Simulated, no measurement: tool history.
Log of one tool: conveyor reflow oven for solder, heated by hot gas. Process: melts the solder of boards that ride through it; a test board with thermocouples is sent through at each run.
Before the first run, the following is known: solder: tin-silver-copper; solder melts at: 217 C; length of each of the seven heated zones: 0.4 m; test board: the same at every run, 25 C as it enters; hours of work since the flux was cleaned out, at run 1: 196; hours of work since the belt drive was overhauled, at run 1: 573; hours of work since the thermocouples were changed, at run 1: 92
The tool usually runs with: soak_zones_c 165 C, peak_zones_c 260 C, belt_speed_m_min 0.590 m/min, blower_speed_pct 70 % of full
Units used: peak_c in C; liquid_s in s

run	hour	soak_zones_c	peak_zones_c	belt_speed_m_min	blower_speed_pct	hours of work since the flux was cleaned out	hours of work since the belt drive was overhauled	hours of work since the thermocouples were changed	peak_c	liquid_s
1	0.0	165	260	0.590	70	196	573	92	242.1	48.9
2	17.1	165	260	0.590	70	207	583	103	242.2	48.5
3	36.9	165	260	0.590	70	219	596	115	242.0	48.8
4	53.8	165	260	0.590	70	230	607	126	242.1	48.4
5	79.4	165	268	0.590	70	246	623	142	248.8	54.8
6	101.8	165	260	0.590	70	260	637	156	241.8	48.3
7	127.8	165	260	0.590	70	277	653	172	242.0	48.7
8	145.7	165	260	0.590	70	288	664	184	241.9	48.4
# hour 157.2: flux residue cleaned out of gas plates and filters
9	181.4	165	260	0.590	61	15	683	203	240.7	46.8
10	203.3	154	260	0.590	70	29	697	217	241.1	44.0
11	221.7	154	260	0.590	81	40	709	228	243.7	47.3
12	247.2	154	260	0.590	81	57	725	244	243.6	48.1
13	266.3	154	260	0.590	81	68	737	256	243.8	47.9
14	286.3	152	271	0.590	72	81	749	269	250.6	52.8
15	305.6	152	271	0.590	72	93	761	281	250.4	52.5
16	328.9	165	270	0.590	70	108	776	296	251.3	57.4
17	343.8	174	270	0.573	61	117	785	305	252.0	62.6
18	360.8	165	260	0.590	59	128	796	316	240.0	45.2
19	392.5	165	260	0.590	59	148	816	335	239.7	45.7
20	414.5	165	260	0.590	59	162	830	349	239.7	45.4
21	444.5	165	260	0.590	59	180	849	368	239.8	44.9
22	472.9	158	260	0.689	61	198	866	386	232.4	27.5
23	496.6	158	260	0.689	61	213	881	401	232.4	26.8
24	510.4	160	260	0.590	70	222	890	409	241.8	46.9

Each row is a separate what-if for the run after 24, all from the same tool condition, not one after another. Results?
A	529.4	162	264	0.590	70	234	902	421	?	?
B	529.4	160	255	0.590	65	234	902	421	?	?
C	529.4	160	260	0.548	70	234	902	421	?	?
D	529.4	156	273	0.590	70	234	902	421	?	?
E	529.4	165	260	0.550	88	234	902	421	?	?

run	peak_c	liquid_s
A	245.6	51.1
B	236.0	40.2
C	244.2	54.0
D	252.0	55.4
E	248.3	61.2
What these runs would have given with no unlogged condition in the tool:
run	peak_c	liquid_s
A	245.4	50.1
B	235.7	39.3
C	243.8	52.9
D	251.8	54.4
E	248.0	60.2

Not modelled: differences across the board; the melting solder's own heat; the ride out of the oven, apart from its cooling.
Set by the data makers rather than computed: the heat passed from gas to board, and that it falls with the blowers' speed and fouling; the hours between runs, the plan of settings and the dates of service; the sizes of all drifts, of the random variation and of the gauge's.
